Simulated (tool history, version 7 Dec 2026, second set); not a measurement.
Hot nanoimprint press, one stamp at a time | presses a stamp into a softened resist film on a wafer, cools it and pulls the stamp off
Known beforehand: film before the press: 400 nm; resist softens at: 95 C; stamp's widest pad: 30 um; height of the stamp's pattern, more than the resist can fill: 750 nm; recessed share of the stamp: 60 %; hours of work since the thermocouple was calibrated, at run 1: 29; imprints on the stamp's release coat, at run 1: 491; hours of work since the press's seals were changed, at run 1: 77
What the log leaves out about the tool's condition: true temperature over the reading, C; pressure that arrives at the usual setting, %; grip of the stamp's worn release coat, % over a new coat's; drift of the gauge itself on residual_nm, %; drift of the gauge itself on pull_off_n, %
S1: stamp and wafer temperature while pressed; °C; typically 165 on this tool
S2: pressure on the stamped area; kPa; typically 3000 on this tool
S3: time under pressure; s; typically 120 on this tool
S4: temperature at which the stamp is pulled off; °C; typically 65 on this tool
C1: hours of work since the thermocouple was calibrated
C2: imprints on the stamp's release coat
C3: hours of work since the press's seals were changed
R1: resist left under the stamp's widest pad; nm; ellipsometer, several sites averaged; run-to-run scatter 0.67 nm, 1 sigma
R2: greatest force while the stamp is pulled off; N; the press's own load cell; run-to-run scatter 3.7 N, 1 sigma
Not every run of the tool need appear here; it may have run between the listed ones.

Run 1, hour 0: usual settings; C1 29; C2 491; C3 77. Result: R1 230.9 nm, R2 193 N.
Run 2, hour 18.1: usual settings; C1 39; C2 527; C3 86. Result: R1 229.9 nm, R2 193 N.
Run 3, hour 37.3: usual settings; C1 49; C2 566; C3 96. Result: R1 228.8 nm, R2 187 N.
Run 4, hour 55: usual settings but S4 63 °C; C1 58; C2 601; C3 105. Result: R1 229.5 nm, R2 203 N.
Run 5, hour 68.3: usual settings but S4 63 °C; C1 65; C2 628; C3 112. Result: R1 229.8 nm, R2 197 N.
Run 6, hour 84.3: usual settings but S4 63 °C; C1 73; C2 660; C3 121. Result: R1 229.1 nm, R2 199 N.
At hour 89: plate thermocouple calibrated.
Run 7, hour 103.5: usual settings; C1 7; C2 692; C3 129. Result: R1 226 nm, R2 192 N.
Run 8, hour 117.1: usual settings but S2 3320 kPa; C1 15; C2 719; C3 136. Result: R1 219 nm, R2 196 N.
Run 9, hour 133.8: usual settings but S2 3320 kPa; C1 23; C2 752; C3 145. Result: R1 220 nm, R2 185 N.
Run 10, hour 147.4: usual settings but S1 154 °C, S2 3320 kPa, S4 56 °C; C1 30; C2 779; C3 152. Result: R1 305.8 nm, R2 232 N.
Run 11, hour 163.6: usual settings but S1 166 °C, S3 84 s; C1 39; C2 812; C3 160. Result: R1 244.6 nm, R2 196 N.
Run 12, hour 179.1: usual settings but S1 158 °C, S2 3620 kPa, S3 84 s, S4 70 °C; C1 47; C2 842; C3 168. Result: R1 291.5 nm, R2 172 N.
Run 13, hour 199.2: usual settings but S1 158 °C, S2 3620 kPa, S3 84 s, S4 70 °C; C1 57; C2 882; C3 179. Result: R1 291.4 nm, R2 173 N.
Run 14, hour 213.4: usual settings but S1 158 °C, S2 3620 kPa, S3 84 s, S4 70 °C; C1 65; C2 911; C3 186. Result: R1 291.9 nm, R2 166 N.

For some of the steps in R1 from one run to the next: how much would appear even if the tool had no hidden state, given the settings, what came in and random variation, and how much remains for the hidden state plus any gauge scatter that the measured result and the result without hidden state don't share?
Run 6 -> 7: S4 63 -> 65, plate thermocouple calibrated. R1 -3.1 nm: hidden state -1.9, all else -1.2.
Run 9 -> 10: S1 165 -> 154, S4 65 -> 56. R1 +85.8 nm: hidden state -0.2, all else +86.
